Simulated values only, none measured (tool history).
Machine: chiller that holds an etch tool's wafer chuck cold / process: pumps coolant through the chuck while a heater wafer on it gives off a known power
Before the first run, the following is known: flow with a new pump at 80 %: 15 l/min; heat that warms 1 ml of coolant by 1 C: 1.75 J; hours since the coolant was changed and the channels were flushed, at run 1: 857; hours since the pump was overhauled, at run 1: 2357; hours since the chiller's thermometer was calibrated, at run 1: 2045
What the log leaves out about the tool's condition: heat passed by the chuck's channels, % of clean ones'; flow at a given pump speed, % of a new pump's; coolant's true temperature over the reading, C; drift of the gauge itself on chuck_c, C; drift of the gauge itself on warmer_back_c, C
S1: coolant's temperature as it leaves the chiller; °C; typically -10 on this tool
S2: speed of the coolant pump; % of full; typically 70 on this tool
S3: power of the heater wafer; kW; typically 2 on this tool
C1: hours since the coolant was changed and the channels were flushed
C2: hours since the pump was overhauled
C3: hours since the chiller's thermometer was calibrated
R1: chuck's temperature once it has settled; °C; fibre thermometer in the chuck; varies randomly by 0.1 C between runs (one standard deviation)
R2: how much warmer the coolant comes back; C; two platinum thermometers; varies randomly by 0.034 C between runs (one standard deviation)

{"run": 1, "hour": 0.0, "S1": -10, "S2": 70, "S3": 2, "C1": 857, "C2": 2357, "C3": 2045, "R1": 8.1, "R2": 5.24}
{"run": 2, "hour": 59.8, "S1": -10, "S2": 70, "S3": 1.167, "C1": 916, "C2": 2417, "C3": 2104, "R1": 0.5, "R2": 3.01}
{"run": 3, "hour": 152.5, "S1": -10, "S2": 70, "S3": 1.167, "C1": 1009, "C2": 2509, "C3": 2197, "R1": 0.5, "R2": 3.05}
{"run": 4, "hour": 242.2, "S1": -10, "S2": 70, "S3": 2, "C1": 1099, "C2": 2599, "C3": 2287, "R1": 8, "R2": 5.13}
{"run": 5, "hour": 330.3, "S1": -10, "S2": 70, "S3": 2, "C1": 1187, "C2": 2687, "C3": 2375, "R1": 8.2, "R2": 5.07}
{"run": 6, "hour": 427.7, "S1": -10, "S2": 70, "S3": 2, "C1": 1284, "C2": 2784, "C3": 2472, "R1": 8.3, "R2": 5.08}
{"run": 7, "hour": 501.5, "S1": -10, "S2": 70, "S3": 2, "C1": 1358, "C2": 2858, "C3": 2546, "R1": 8.1, "R2": 5.07}
{"run": 8, "hour": 594.2, "S1": -10, "S2": 70, "S3": 2, "C1": 1451, "C2": 2951, "C3": 2639, "R1": 8.1, "R2": 5.1}
{"run": 9, "hour": 676.3, "S1": -10, "S2": 70, "S3": 2, "C1": 1533, "C2": 3033, "C3": 2721, "R1": 8, "R2": 5.04}
{"hour": 746.0, "done": "chiller's thermometer calibrated"}
{"run": 10, "hour": 746.7, "S1": -10, "S2": 70, "S3": 2, "C1": 1602, "C2": 3102, "C3": 1, "R1": 8.2, "R2": 5.06}
{"run": 11, "hour": 853.6, "S1": -10, "S2": 70, "S3": 2, "C1": 1709, "C2": 3209, "C3": 108, "R1": 8, "R2": 4.99}
{"hour": 903.5, "done": "gauge calibrated"}
{"run": 12, "hour": 952.5, "S1": -10, "S2": 70, "S3": 2, "C1": 1808, "C2": 3308, "C3": 207, "R1": 8.2, "R2": 5.19}
{"run": 13, "hour": 1004.3, "S1": -10, "S2": 70, "S3": 2, "C1": 1860, "C2": 3360, "C3": 258, "R1": 8.3, "R2": 5.18}
{"run": 14, "hour": 1065.9, "S1": -10, "S2": 90, "S3": 2, "C1": 1922, "C2": 3422, "C3": 320, "R1": 5.6, "R2": 4.04}
{"run": 15, "hour": 1176.8, "S1": -10, "S2": 90, "S3": 2, "C1": 2032, "C2": 3533, "C3": 431, "R1": 5.5, "R2": 4}
{"run": 16, "hour": 1278.5, "S1": -10, "S2": 65, "S3": 2, "C1": 2134, "C2": 3634, "C3": 533, "R1": 9, "R2": 5.48}
{"run": 17, "hour": 1339.7, "S1": -1, "S2": 81, "S3": 2, "C1": 2195, "C2": 3695, "C3": 594, "R1": 15.7, "R2": 4.41}
{"run": 18, "hour": 1425.7, "S1": -10, "S2": 70, "S3": 1.781, "C1": 2281, "C2": 3781, "C3": 680, "R1": 6.2, "R2": 4.54}
{"run": 19, "hour": 1479.0, "S1": -6, "S2": 65, "S3": 1.32, "C1": 2335, "C2": 3835, "C3": 733, "R1": 6.2, "R2": 3.61}
{"run": 20, "hour": 1545.2, "S1": -13, "S2": 80, "S3": 1.32, "C1": 2401, "C2": 3901, "C3": 799, "R1": -2.2, "R2": 2.83}
{"run": 21, "hour": 1614.2, "S1": -10, "S2": 70, "S3": 2.257, "C1": 2470, "C2": 3970, "C3": 868, "R1": 10.5, "R2": 5.71}
{"run": 22, "hour": 1678.5, "S1": -10, "S2": 70, "S3": 2.257, "C1": 2534, "C2": 4034, "C3": 933, "R1": 10.5, "R2": 5.73}
{"run": 23, "hour": 1747.3, "S1": -10, "S2": 70, "S3": 2.689, "C1": 2603, "C2": 4103, "C3": 1001, "R1": 14.5, "R2": 6.82}
{"run": 24, "hour": 1841.0, "S1": -10, "S2": 94, "S3": 1.899, "C1": 2697, "C2": 4197, "C3": 1095, "R1": 4.2, "R2": 3.52}
{"run": 25, "hour": 1895.7, "S1": -10, "S2": 94, "S3": 1.899, "C1": 2751, "C2": 4251, "C3": 1150, "R1": 4.3, "R2": 3.44}
{"run": 26, "hour": 1998.0, "S1": -10, "S2": 97, "S3": 1.313, "C1": 2854, "C2": 4354, "C3": 1252, "R1": -0.4, "R2": 2.24}
{"run": 27, "hour": 2107.8, "S1": -10, "S2": 85, "S3": 2, "C1": 2963, "C2": 4463, "C3": 1362, "R1": 6.1, "R2": 3.96}
{"run": 28, "hour": 2191.1, "S1": -10, "S2": 85, "S3": 2, "C1": 3047, "C2": 4547, "C3": 1445, "R1": 6, "R2": 4.02}
{"run": 29, "hour": 2272.8, "S1": -11, "S2": 95, "S3": 1.605, "C1": 3128, "C2": 4628, "C3": 1527, "R1": 1.2, "R2": 2.78}
{"run": 30, "hour": 2324.7, "S1": -20, "S2": 70, "S3": 2, "C1": 3180, "C2": 4680, "C3": 1579, "R1": -1.7, "R2": 4.82}
{"run": 31, "hour": 2434.8, "S1": -20, "S2": 83, "S3": 1.569, "C1": 3290, "C2": 4791, "C3": 1689, "R1": -7.1, "R2": 3.04}
{"run": 32, "hour": 2487.9, "S1": -10, "S2": 70, "S3": 1.045, "C1": 3344, "C2": 4844, "C3": 1742, "R1": -0.5, "R2": 2.32}

3 options for the next run, each taken on its own from the tool as it stands now. Forecast them:
{"run": "A", "hour": 2558.2, "S1": -10, "S2": 63, "S3": 2.476, "C1": 3414, "C2": 4914, "C3": 1812, "R1": "?", "R2": "?"}
{"run": "B", "hour": 2558.2, "S1": -13, "S2": 80, "S3": 2.244, "C1": 3414, "C2": 4914, "C3": 1812, "R1": "?", "R2": "?"}
{"run": "C", "hour": 2558.2, "S1": -2, "S2": 70, "S3": 1.486, "C1": 3414, "C2": 4914, "C3": 1812, "R1": "?", "R2": "?"}

run=A R1=14.2 R2=6.81
run=B R1=5.8 R2=4.75
run=C R1=11.5 R2=3.52
With no hidden state in the tool, these same runs would have given:
run=A R1=14.1 R2=7.2
run=B R1=5.8 R2=5.14
run=C R1=11.5 R2=3.92

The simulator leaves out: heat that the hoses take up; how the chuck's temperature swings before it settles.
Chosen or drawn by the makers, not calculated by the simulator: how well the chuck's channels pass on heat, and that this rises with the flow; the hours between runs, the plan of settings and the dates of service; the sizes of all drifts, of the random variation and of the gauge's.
